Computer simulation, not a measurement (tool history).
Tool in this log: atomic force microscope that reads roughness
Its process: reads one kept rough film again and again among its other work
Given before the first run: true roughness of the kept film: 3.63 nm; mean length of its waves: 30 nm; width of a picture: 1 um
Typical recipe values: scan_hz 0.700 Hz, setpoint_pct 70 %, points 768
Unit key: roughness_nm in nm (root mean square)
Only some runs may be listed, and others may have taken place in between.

run	hour	scan_hz	setpoint_pct	points	roughness_nm
1	0.0	0.700	70	768	2.822
2	6.3	2.730	70	768	2.690
3	16.5	2.730	70	768	2.623
4	24.9	2.730	70	768	2.575
5	34.0	2.730	70	768	2.540
6	44.9	0.700	70	857	2.613
7	56.7	0.700	70	857	2.576
8	66.0	0.700	70	857	2.526
9	78.4	0.700	70	550	2.474
10	85.1	0.700	70	550	2.431
# hour 93.0: new tip fitted
11	98.3	0.700	70	550	3.004
12	106.5	0.700	70	550	2.952
13	117.9	2.547	70	768	2.767
14	126.7	0.700	70	768	2.842
15	138.5	0.700	70	768	2.777
16	148.3	0.700	70	768	2.714
17	161.7	0.700	70	324	2.637
18	175.1	1.355	70	768	2.569
19	185.5	0.686	70	768	2.563
20	195.5	0.686	70	768	2.502
21	203.1	0.686	70	768	2.485
22	211.2	0.686	70	768	2.444
# hour 223.3: new tip fitted
23	225.0	1.976	77	293	2.857
24	238.0	0.501	70	870	2.983
25	247.9	0.700	90	544	2.821
26	256.8	1.637	58	945	2.873
27	268.3	0.700	70	493	2.799
28	278.8	0.700	70	493	2.728
29	288.4	2.395	90	365	2.345
30	301.2	2.395	76	588	2.463
31	307.6	0.700	62	278	2.577
32	314.3	3.784	59	271	2.449
33	322.3	1.026	72	297	2.465
34	330.2	1.120	64	679	2.495
35	341.8	1.120	68	679	2.437
36	348.3	1.120	68	679	2.436
# hour 353.7: new tip fitted
37	361.2	2.649	67	959	2.867
38	371.1	0.862	84	915	2.830
39	384.0	3.097	84	920	2.490
40	389.8	1.163	70	775	2.772
41	396.4	1.163	70	775	2.720

For some of the steps in roughness_nm from one run to the next: how much would appear even if the tool had no hidden state, given the settings, what came in and random variation, and how much remains for the hidden state plus any gauge scatter that the measured result and the result without hidden state don't share?
The hidden state here: radius of the tip, nm; height scale over the true one, %; drift of the gauge itself on roughness_nm, %.
Run 10 -> 11: new tip fitted. roughness_nm +0.573 nm (root mean square): hidden state +0.573, all else +0.000.
Run 22 -> 23: scan_hz 0.686 -> 1.976, setpoint_pct 70 -> 77, points 768 -> 293, new tip fitted. roughness_nm +0.413 nm (root mean square): hidden state +0.598, all else -0.185.
Run 36 -> 37: scan_hz 1.120 -> 2.649, setpoint_pct 68 -> 67, points 679 -> 959, new tip fitted. roughness_nm +0.431 nm (root mean square): hidden state +0.542, all else -0.111.

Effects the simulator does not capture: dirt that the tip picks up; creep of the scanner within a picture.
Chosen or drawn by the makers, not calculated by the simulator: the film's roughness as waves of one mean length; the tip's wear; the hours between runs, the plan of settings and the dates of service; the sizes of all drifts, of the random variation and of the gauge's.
